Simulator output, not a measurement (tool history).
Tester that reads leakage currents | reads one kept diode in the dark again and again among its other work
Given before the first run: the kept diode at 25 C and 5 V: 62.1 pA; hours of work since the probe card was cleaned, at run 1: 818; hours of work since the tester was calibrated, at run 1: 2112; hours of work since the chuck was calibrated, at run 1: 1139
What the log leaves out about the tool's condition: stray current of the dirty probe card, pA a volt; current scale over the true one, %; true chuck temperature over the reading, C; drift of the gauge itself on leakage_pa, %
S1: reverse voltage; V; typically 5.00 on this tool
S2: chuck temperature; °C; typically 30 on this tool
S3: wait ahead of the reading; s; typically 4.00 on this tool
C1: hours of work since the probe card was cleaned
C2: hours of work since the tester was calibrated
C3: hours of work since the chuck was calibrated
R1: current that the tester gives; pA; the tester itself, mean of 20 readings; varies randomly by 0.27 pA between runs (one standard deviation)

run 1 hour=0.0 | S1=5.00 S2=30 S3=4.00 | C1=818 C2=2112 C3=1139 | R1=85.58
run 2 hour=24.5 | S1=5.00 S2=30 S3=4.00 | C1=832 C2=2126 C3=1153 | R1=85.43
run 3 hour=70.4 | S1=5.00 S2=30 S3=4.00 | C1=857 C2=2152 C3=1179 | R1=85.72
run 4 hour=116.3 | S1=5.00 S2=30 S3=4.00 | C1=883 C2=2178 C3=1205 | R1=85.01
run 5 hour=144.3 | S1=5.00 S2=30 S3=4.00 | C1=899 C2=2194 C3=1220 | R1=85.29
run 6 hour=178.8 | S1=5.00 S2=30 S3=4.00 | C1=919 C2=2213 C3=1240 | R1=85.07
run 7 hour=207.5 | S1=5.00 S2=30 S3=4.19 | C1=935 C2=2229 C3=1256 | R1=85.56
run 8 hour=226.7 | S1=3.07 S2=30 S3=4.00 | C1=946 C2=2240 C3=1267 | R1=65.51
run 9 hour=258.9 | S1=5.00 S2=30 S3=4.00 | C1=964 C2=2258 C3=1285 | R1=84.99
run 10 hour=280.4 | S1=5.00 S2=30 S3=4.00 | C1=976 C2=2271 C3=1297 | R1=85.18
run 11 hour=325.5 | S1=5.00 S2=30 S3=4.00 | C1=1001 C2=2296 C3=1323 | R1=84.94
-- hour=330.5 tester calibrated
run 12 hour=373.7 | S1=5.00 S2=30 S3=4.00 | C1=1028 C2=24 C3=1349 | R1=84.50
run 13 hour=407.1 | S1=5.00 S2=30 S3=4.00 | C1=1046 C2=43 C3=1368 | R1=84.30
run 14 hour=451.2 | S1=5.00 S2=55 S3=4.00 | C1=1071 C2=68 C3=1393 | R1=430.61
-- hour=483.6 tester calibrated, once more
run 15 hour=496.4 | S1=5.00 S2=55 S3=4.00 | C1=1096 C2=7 C3=1417 | R1=441.96
run 16 hour=530.4 | S1=5.00 S2=53 S3=4.00 | C1=1115 C2=26 C3=1436 | R1=391.13
run 17 hour=554.7 | S1=5.00 S2=30 S3=1.72 | C1=1129 C2=40 C3=1450 | R1=86.70
run 18 hour=598.7 | S1=5.00 S2=30 S3=1.72 | C1=1153 C2=65 C3=1475 | R1=86.51
run 19 hour=618.3 | S1=2.26 S2=45 S3=4.29 | C1=1164 C2=76 C3=1486 | R1=152.82
run 20 hour=654.4 | S1=2.34 S2=30 S3=0.72 | C1=1185 C2=96 C3=1506 | R1=57.37
run 21 hour=688.9 | S1=2.34 S2=30 S3=0.72 | C1=1204 C2=116 C3=1526 | R1=57.73
run 22 hour=716.0 | S1=2.34 S2=30 S3=0.72 | C1=1220 C2=131 C3=1541 | R1=57.82
run 23 hour=737.7 | S1=12.62 S2=55 S3=4.00 | C1=1232 C2=143 C3=1553 | R1=725.60
run 24 hour=774.1 | S1=3.69 S2=30 S3=0.32 | C1=1252 C2=164 C3=1574 | R1=76.14
run 25 hour=817.1 | S1=3.69 S2=30 S3=0.32 | C1=1277 C2=188 C3=1598 | R1=75.77
run 26 hour=835.7 | S1=3.69 S2=30 S3=0.32 | C1=1287 C2=199 C3=1609 | R1=75.90
run 27 hour=881.7 | S1=3.69 S2=30 S3=0.32 | C1=1313 C2=225 C3=1634 | R1=75.88
run 28 hour=908.4 | S1=3.69 S2=30 S3=0.32 | C1=1328 C2=240 C3=1650 | R1=75.69
run 29 hour=953.4 | S1=3.69 S2=30 S3=0.32 | C1=1354 C2=265 C3=1675 | R1=75.54
run 30 hour=974.5 | S1=5.00 S2=30 S3=0.39 | C1=1366 C2=277 C3=1687 | R1=88.81
run 31 hour=1014.5 | S1=5.00 S2=30 S3=0.39 | C1=1388 C2=300 C3=1709 | R1=88.17
-- hour=1032.8 chuck's temperature calibrated
run 32 hour=1041.8 | S1=5.00 S2=30 S3=0.39 | C1=1402 C2=314 C3=5 | R1=92.76
run 33 hour=1079.3 | S1=18.22 S2=30 S3=0.56 | C1=1424 C2=335 C3=26 | R1=189.19
run 34 hour=1102.3 | S1=15.02 S2=60 S3=5.92 | C1=1437 C2=348 C3=39 | R1=1102.06

Below, some changes in R1 between adjacent runs. For each, the amount present without the hidden state too (settings, incoming material, random variation) and the amount remaining for the hidden state with gauge scatter not shared by both compared results:
Run 13 -> 14: S2 30 -> 55. R1 +346.31 pA: hidden state -22.78, all else +369.09.
Run 22 -> 23: S1 2.34 -> 12.62, S2 30 -> 55, S3 0.72 -> 4.00. R1 +667.78 pA: hidden state -31.10, all else +698.88.
Run 23 -> 24: S1 12.62 -> 3.69, S2 55 -> 30, S3 4.00 -> 0.32. R1 -649.46 pA: hidden state +30.44, all else -679.90.
Run 33 -> 34: S1 18.22 -> 15.02, S2 30 -> 60, S3 0.56 -> 5.92. R1 +912.87 pA: hidden state -18.40, all else +931.27.
